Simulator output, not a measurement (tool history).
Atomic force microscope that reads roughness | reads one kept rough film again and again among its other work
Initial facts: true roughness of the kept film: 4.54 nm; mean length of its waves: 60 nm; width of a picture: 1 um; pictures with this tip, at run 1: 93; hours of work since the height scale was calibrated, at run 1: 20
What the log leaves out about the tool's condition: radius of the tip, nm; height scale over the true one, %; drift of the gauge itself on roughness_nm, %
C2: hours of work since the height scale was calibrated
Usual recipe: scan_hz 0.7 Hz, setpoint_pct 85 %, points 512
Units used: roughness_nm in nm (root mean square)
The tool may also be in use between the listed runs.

{"run": 1, "hour": 0.0, "scan_hz": 0.7, "setpoint_pct": 85, "points": 512, "pictures with this tip": 93, "C2": 20, "roughness_nm": 4.071}
{"run": 2, "hour": 4.6, "scan_hz": 0.7, "setpoint_pct": 85, "points": 512, "pictures with this tip": 98, "C2": 22, "roughness_nm": 4.032}
{"run": 3, "hour": 10.0, "scan_hz": 0.7, "setpoint_pct": 85, "points": 512, "pictures with this tip": 103, "C2": 24, "roughness_nm": 4.059}
{"run": 4, "hour": 17.7, "scan_hz": 0.7, "setpoint_pct": 85, "points": 512, "pictures with this tip": 112, "C2": 28, "roughness_nm": 4.059}
{"run": 5, "hour": 26.3, "scan_hz": 0.7, "setpoint_pct": 80, "points": 512, "pictures with this tip": 121, "C2": 32, "roughness_nm": 4.075}
{"run": 6, "hour": 33.5, "scan_hz": 0.7, "setpoint_pct": 80, "points": 512, "pictures with this tip": 129, "C2": 35, "roughness_nm": 4.124}
{"run": 7, "hour": 40.0, "scan_hz": 3.071, "setpoint_pct": 80, "points": 512, "pictures with this tip": 136, "C2": 38, "roughness_nm": 3.527}
{"run": 8, "hour": 50.3, "scan_hz": 3.071, "setpoint_pct": 80, "points": 512, "pictures with this tip": 147, "C2": 43, "roughness_nm": 3.546}
{"run": 9, "hour": 58.3, "scan_hz": 3.212, "setpoint_pct": 85, "points": 512, "pictures with this tip": 156, "C2": 46, "roughness_nm": 3.32}
{"run": 10, "hour": 64.9, "scan_hz": 3.212, "setpoint_pct": 85, "points": 512, "pictures with this tip": 163, "C2": 49, "roughness_nm": 3.334}
{"run": 11, "hour": 71.6, "scan_hz": 3.212, "setpoint_pct": 85, "points": 512, "pictures with this tip": 170, "C2": 52, "roughness_nm": 3.342}

Forecast run 12:
{"run": 12, "hour": 81.9, "scan_hz": 0.7, "setpoint_pct": 85, "points": 293, "pictures with this tip": 181, "C2": 57, "roughness_nm": "?"}

Run 12 produced roughness_nm 4.056 nm (root mean square).
Take away the tool's hidden state, keep the run-to-run variation as it was, and the same run would have given roughness_nm 4.063 nm (root mean square).
